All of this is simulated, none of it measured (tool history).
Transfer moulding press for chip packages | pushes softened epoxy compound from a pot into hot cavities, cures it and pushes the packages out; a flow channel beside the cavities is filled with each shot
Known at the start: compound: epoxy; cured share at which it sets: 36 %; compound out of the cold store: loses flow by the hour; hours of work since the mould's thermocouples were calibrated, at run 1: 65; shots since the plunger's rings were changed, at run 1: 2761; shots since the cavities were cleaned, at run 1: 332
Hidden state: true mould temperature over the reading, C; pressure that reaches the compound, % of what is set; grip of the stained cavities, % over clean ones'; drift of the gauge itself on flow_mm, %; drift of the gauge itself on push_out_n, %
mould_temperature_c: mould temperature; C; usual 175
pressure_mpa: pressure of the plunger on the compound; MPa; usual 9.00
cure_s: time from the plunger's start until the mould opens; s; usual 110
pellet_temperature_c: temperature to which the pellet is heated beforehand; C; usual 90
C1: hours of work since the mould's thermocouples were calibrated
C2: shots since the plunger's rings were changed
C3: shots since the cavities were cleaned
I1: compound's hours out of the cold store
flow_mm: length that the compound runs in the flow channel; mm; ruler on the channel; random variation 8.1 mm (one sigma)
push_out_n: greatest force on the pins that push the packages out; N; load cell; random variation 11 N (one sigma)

Run 1, hour 0.0: usual settings; C1 65; C2 2761; C3 332; I1 25.4. Result: flow_mm 896 mm, push_out_n 532 N.
Run 2, hour 8.2: usual settings; C1 70; C2 2849; C3 420; I1 38.1. Result: flow_mm 828 mm, push_out_n 512 N.
Run 3, hour 14.6: usual settings; C1 73; C2 2919; C3 490; I1 13.7. Result: flow_mm 954 mm, push_out_n 538 N.
Run 4, hour 22.2: usual settings; C1 78; C2 3001; C3 572; I1 17.1. Result: flow_mm 927 mm, push_out_n 533 N.
Run 5, hour 34.9: usual settings; C1 86; C2 3138; C3 709; I1 20.7. Result: flow_mm 924 mm, push_out_n 544 N.
Run 6, hour 41.6: usual settings; C1 90; C2 3211; C3 782; I1 22.3. Result: flow_mm 911 mm, push_out_n 535 N.
Run 7, hour 54.0: usual settings; C1 97; C2 3344; C3 915; I1 34.0. Result: flow_mm 850 mm, push_out_n 523 N.
Run 8, hour 67.3: usual settings but mould_temperature_c 170 C, pressure_mpa 7.73 MPa, cure_s 137 s, pellet_temperature_c 92 C; C1 106; C2 3489; C3 1060; I1 29.2. Result: flow_mm 811 mm, push_out_n 514 N.
At hour 75.3: cavities cleaned with cleaning compound and waxed.
Run 9, hour 76.3: usual settings but mould_temperature_c 183 C, pressure_mpa 8.04 MPa, cure_s 116 s, pellet_temperature_c 86 C; C1 110; C2 3570; C3 11; I1 42.0. Result: flow_mm 742 mm, push_out_n 445 N.
Run 10, hour 84.8: usual settings but mould_temperature_c 180 C, pressure_mpa 8.04 MPa, cure_s 96 s, pellet_temperature_c 95 C; C1 115; C2 3661; C3 102; I1 16.6. Result: flow_mm 885 mm, push_out_n 517 N.
Run 11, hour 96.0: usual settings but mould_temperature_c 168 C, pressure_mpa 8.04 MPa, cure_s 120 s, pellet_temperature_c 95 C; C1 122; C2 3783; C3 224; I1 41.0. Result: flow_mm 795 mm, push_out_n 627 N.
Run 12, hour 101.7: usual settings but mould_temperature_c 168 C, pressure_mpa 8.04 MPa, cure_s 120 s, pellet_temperature_c 95 C; C1 126; C2 3844; C3 285; I1 29.2. Result: flow_mm 839 mm, push_out_n 624 N.

Forecast each of these 4 alternatives for the next run:
Run A, hour 112.0: usual settings but pressure_mpa 7.63 MPa, cure_s 140 s, pellet_temperature_c 82 C; C1 132; C2 3956; C3 397; I1 45.5. Result: flow_mm ?, push_out_n ?.
Run B, hour 112.0: usual settings but pressure_mpa 8.04 MPa, cure_s 146 s; C1 132; C2 3956; C3 397; I1 24.6. Result: flow_mm ?, push_out_n ?.
Run C, hour 112.0: usual settings but pressure_mpa 7.79 MPa, pellet_temperature_c 81 C; C1 132; C2 3956; C3 397; I1 30.7. Result: flow_mm ?, push_out_n ?.
Run D, hour 112.0: usual settings but mould_temperature_c 168 C, pressure_mpa 8.04 MPa, cure_s 120 s, pellet_temperature_c 98 C; C1 132; C2 3956; C3 397; I1 34.9. Result: flow_mm ?, push_out_n ?.

run  flow_mm  push_out_n
  A      732         463
  B      848         456
  C      806         531
  D      815         640
Without the tool's hidden state the same runs would have given:
run  flow_mm  push_out_n
  A      733         458
  B      850         451
  C      808         525
  D      817         633
